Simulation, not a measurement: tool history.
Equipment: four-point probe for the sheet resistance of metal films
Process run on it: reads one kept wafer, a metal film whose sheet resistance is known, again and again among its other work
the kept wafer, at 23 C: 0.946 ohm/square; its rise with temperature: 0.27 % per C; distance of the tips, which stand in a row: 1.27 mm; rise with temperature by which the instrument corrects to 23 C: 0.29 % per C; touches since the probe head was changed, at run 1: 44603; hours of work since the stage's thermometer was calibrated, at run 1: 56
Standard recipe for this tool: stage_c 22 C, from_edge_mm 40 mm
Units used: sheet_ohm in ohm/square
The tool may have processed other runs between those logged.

run,day,stage_c,from_edge_mm,touches since the probe head was changed,hours of work since the stage's thermometer was calibrated,sheet_ohm
1,0,22,40,44603,56,0.950782
2,1.512,22,40,45923,82,0.95075
3,3.212,22,40,47401,111,0.951372
4,4.146,22,6,48218,128,0.97288
5,5.096,26,40,49045,144,0.950647
6,6.612,26,40,50366,170,0.950454
7,8.238,26,40,51784,199,0.950904
8,9.012,26,40,52458,212,0.950818
9,10.017,25,40,53333,230,0.95104
10,11.504,25,40,54629,256,0.951159
11,12.346,25,40,55362,270,0.950933
12,13.658,22,40,56509,293,0.951873
13,14.971,22,40,57652,316,0.952094
14,16.146,22,40,58674,336,0.951957
15,17.262,19,40,59650,356,0.952578
16,18.471,26,40,60701,377,0.951451
17,19.983,22,40,62021,403,0.952302
18,21.629,19,5,63453,432,0.984597
19,22.55,19,5,64255,448,0.984628
20,23.958,23,40,65482,472,0.952828
21,24.704,20,44,66136,485,0.952699
22,26.275,31,25,67503,512,0.95219
23,27.483,20,5,68557,533,0.984817
24,29.183,33,8,70038,563,0.963807
25,30.079,22,6,70817,579,0.975345
26,31.475,22,6,72035,603,0.97546
# day 32.1: new probe head fitted
27,32.458,18,5,312,619,0.979191
28,34.117,21,5,1757,648,0.978698
29,34.829,21,5,2379,660,0.978528
30,35.812,21,5,3235,678,0.979069
31,36.942,22,32,4218,697,0.947708
32,38.175,22,32,5294,719,0.947868
33,39.088,22,32,6091,735,0.948115

Each run again, without the hidden state but with its own random variation kept:
What the log doesn't record here: inner tips' distance over the nominal, %; tips' flats over new ones', %; wafer's true temperature over the reading, C; drift of the gauge itself on sheet_ohm, %.
run,sheet_ohm
1,0.946707
2,0.946545
3,0.947026
4,0.968362
5,0.946147
6,0.945825
7,0.946135
8,0.94598
9,0.946125
10,0.946127
11,0.945837
12,0.946663
13,0.946777
14,0.946551
15,0.947069
16,0.945849
17,0.946575
18,0.978557
19,0.978505
20,0.946758
21,0.946566
22,0.94593
23,0.978267
24,0.957245
25,0.968639
26,0.968635
27,0.97865
28,0.978021
29,0.977784
30,0.978243
31,0.946811
32,0.946867
33,0.947038
